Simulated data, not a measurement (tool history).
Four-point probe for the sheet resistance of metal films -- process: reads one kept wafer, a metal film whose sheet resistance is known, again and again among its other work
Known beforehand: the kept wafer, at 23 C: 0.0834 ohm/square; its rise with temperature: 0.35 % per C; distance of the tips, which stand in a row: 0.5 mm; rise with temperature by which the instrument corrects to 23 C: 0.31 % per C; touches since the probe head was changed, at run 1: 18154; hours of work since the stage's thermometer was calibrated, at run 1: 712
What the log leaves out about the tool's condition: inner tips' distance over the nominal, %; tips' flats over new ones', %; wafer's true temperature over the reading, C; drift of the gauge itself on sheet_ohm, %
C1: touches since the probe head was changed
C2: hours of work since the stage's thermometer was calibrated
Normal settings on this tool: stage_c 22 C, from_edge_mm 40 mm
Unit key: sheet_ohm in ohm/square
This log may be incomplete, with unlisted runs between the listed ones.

run 1 hour=0.0 | stage_c=22 from_edge_mm=40 | C1=18154 C2=712 | sheet_ohm=0.083464
run 2 hour=17.9 | stage_c=22 from_edge_mm=40 | C1=18656 C2=719 | sheet_ohm=0.083455
run 3 hour=33.3 | stage_c=22 from_edge_mm=40 | C1=19089 C2=726 | sheet_ohm=0.083437
run 4 hour=52.6 | stage_c=22 from_edge_mm=4 | C1=19633 C2=734 | sheet_ohm=0.084132
run 5 hour=65.7 | stage_c=22 from_edge_mm=4 | C1=20003 C2=740 | sheet_ohm=0.084120
run 6 hour=81.9 | stage_c=21 from_edge_mm=40 | C1=20458 C2=747 | sheet_ohm=0.083433
run 7 hour=100.2 | stage_c=22 from_edge_mm=40 | C1=20973 C2=754 | sheet_ohm=0.083415
run 8 hour=120.9 | stage_c=22 from_edge_mm=40 | C1=21554 C2=763 | sheet_ohm=0.083443
run 9 hour=142.1 | stage_c=22 from_edge_mm=40 | C1=22151 C2=772 | sheet_ohm=0.083423
run 10 hour=155.2 | stage_c=25 from_edge_mm=40 | C1=22519 C2=778 | sheet_ohm=0.083486
run 11 hour=170.1 | stage_c=25 from_edge_mm=40 | C1=22938 C2=784 | sheet_ohm=0.083508
run 12 hour=190.4 | stage_c=25 from_edge_mm=40 | C1=23508 C2=793 | sheet_ohm=0.083493
run 13 hour=200.3 | stage_c=25 from_edge_mm=40 | C1=23787 C2=797 | sheet_ohm=0.083495
run 14 hour=214.9 | stage_c=25 from_edge_mm=40 | C1=24197 C2=803 | sheet_ohm=0.083497
run 15 hour=233.6 | stage_c=33 from_edge_mm=40 | C1=24725 C2=811 | sheet_ohm=0.083742
run 16 hour=247.2 | stage_c=22 from_edge_mm=40 | C1=25107 C2=817 | sheet_ohm=0.083384
run 17 hour=265.4 | stage_c=22 from_edge_mm=40 | C1=25619 C2=824 | sheet_ohm=0.083397
run 18 hour=279.7 | stage_c=22 from_edge_mm=13 | C1=26020 C2=831 | sheet_ohm=0.083437
run 19 hour=290.1 | stage_c=22 from_edge_mm=13 | C1=26313 C2=835 | sheet_ohm=0.083424
run 20 hour=303.4 | stage_c=22 from_edge_mm=12 | C1=26687 C2=841 | sheet_ohm=0.083449
run 21 hour=313.8 | stage_c=33 from_edge_mm=40 | C1=26979 C2=845 | sheet_ohm=0.083691
run 22 hour=325.4 | stage_c=26 from_edge_mm=13 | C1=27307 C2=850 | sheet_ohm=0.083543
run 23 hour=346.7 | stage_c=26 from_edge_mm=13 | C1=27905 C2=859 | sheet_ohm=0.083560
run 24 hour=366.5 | stage_c=26 from_edge_mm=13 | C1=28461 C2=867 | sheet_ohm=0.083541
run 25 hour=387.5 | stage_c=32 from_edge_mm=3 | C1=29053 C2=876 | sheet_ohm=0.084870
run 26 hour=400.1 | stage_c=32 from_edge_mm=3 | C1=29408 C2=882 | sheet_ohm=0.084905
run 27 hour=414.4 | stage_c=32 from_edge_mm=3 | C1=29809 C2=888 | sheet_ohm=0.084888
run 28 hour=428.4 | stage_c=32 from_edge_mm=3 | C1=30202 C2=894 | sheet_ohm=0.084859
run 29 hour=438.7 | stage_c=21 from_edge_mm=4 | C1=30493 C2=898 | sheet_ohm=0.083999
run 30 hour=452.7 | stage_c=21 from_edge_mm=4 | C1=30886 C2=904 | sheet_ohm=0.084001
run 31 hour=464.8 | stage_c=23 from_edge_mm=5 | C1=31228 C2=909 | sheet_ohm=0.083799
run 32 hour=475.0 | stage_c=18 from_edge_mm=40 | C1=31514 C2=913 | sheet_ohm=0.083209
run 33 hour=493.8 | stage_c=18 from_edge_mm=40 | C1=32043 C2=921 | sheet_ohm=0.083222
run 34 hour=513.7 | stage_c=33 from_edge_mm=40 | C1=32603 C2=930 | sheet_ohm=0.083675
run 35 hour=530.6 | stage_c=33 from_edge_mm=40 | C1=33077 C2=937 | sheet_ohm=0.083668
run 36 hour=553.3 | stage_c=33 from_edge_mm=40 | C1=33718 C2=947 | sheet_ohm=0.083632
run 37 hour=565.2 | stage_c=33 from_edge_mm=40 | C1=34051 C2=952 | sheet_ohm=0.083657
run 38 hour=581.6 | stage_c=30 from_edge_mm=40 | C1=34514 C2=959 | sheet_ohm=0.083581
run 39 hour=594.4 | stage_c=30 from_edge_mm=40 | C1=34871 C2=964 | sheet_ohm=0.083562
run 40 hour=610.7 | stage_c=22 from_edge_mm=9 | C1=35331 C2=971 | sheet_ohm=0.083432
run 41 hour=630.6 | stage_c=25 from_edge_mm=6 | C1=35890 C2=980 | sheet_ohm=0.083695

Measured minus without-hidden-state, run by run (identical run-to-run variation in each term; gauge scatter may differ):
run=1 sheet_ohm=+0.000069
run=2 sheet_ohm=+0.000065
run=3 sheet_ohm=+0.000062
run=4 sheet_ohm=+0.000058
run=5 sheet_ohm=+0.000054
run=6 sheet_ohm=+0.000050
run=7 sheet_ohm=+0.000046
run=8 sheet_ohm=+0.000042
run=9 sheet_ohm=+0.000038
run=10 sheet_ohm=+0.000035
run=11 sheet_ohm=+0.000032
run=12 sheet_ohm=+0.000027
run=13 sheet_ohm=+0.000025
run=14 sheet_ohm=+0.000022
run=15 sheet_ohm=+0.000019
run=16 sheet_ohm=+0.000014
run=17 sheet_ohm=+0.000010
run=18 sheet_ohm=+0.000006
run=19 sheet_ohm=+0.000004
run=20 sheet_ohm=+0.000001
run=21 sheet_ohm=+0.000001
run=22 sheet_ohm=-0.000003
run=23 sheet_ohm=-0.000008
run=24 sheet_ohm=-0.000012
run=25 sheet_ohm=-0.000015
run=26 sheet_ohm=-0.000018
run=27 sheet_ohm=-0.000021
run=28 sheet_ohm=-0.000024
run=29 sheet_ohm=-0.000028
run=30 sheet_ohm=-0.000032
run=31 sheet_ohm=-0.000034
run=32 sheet_ohm=-0.000038
run=33 sheet_ohm=-0.000042
run=34 sheet_ohm=-0.000042
run=35 sheet_ohm=-0.000046
run=36 sheet_ohm=-0.000051
run=37 sheet_ohm=-0.000054
run=38 sheet_ohm=-0.000059
run=39 sheet_ohm=-0.000062
run=40 sheet_ohm=-0.000067
run=41 sheet_ohm=-0.000071

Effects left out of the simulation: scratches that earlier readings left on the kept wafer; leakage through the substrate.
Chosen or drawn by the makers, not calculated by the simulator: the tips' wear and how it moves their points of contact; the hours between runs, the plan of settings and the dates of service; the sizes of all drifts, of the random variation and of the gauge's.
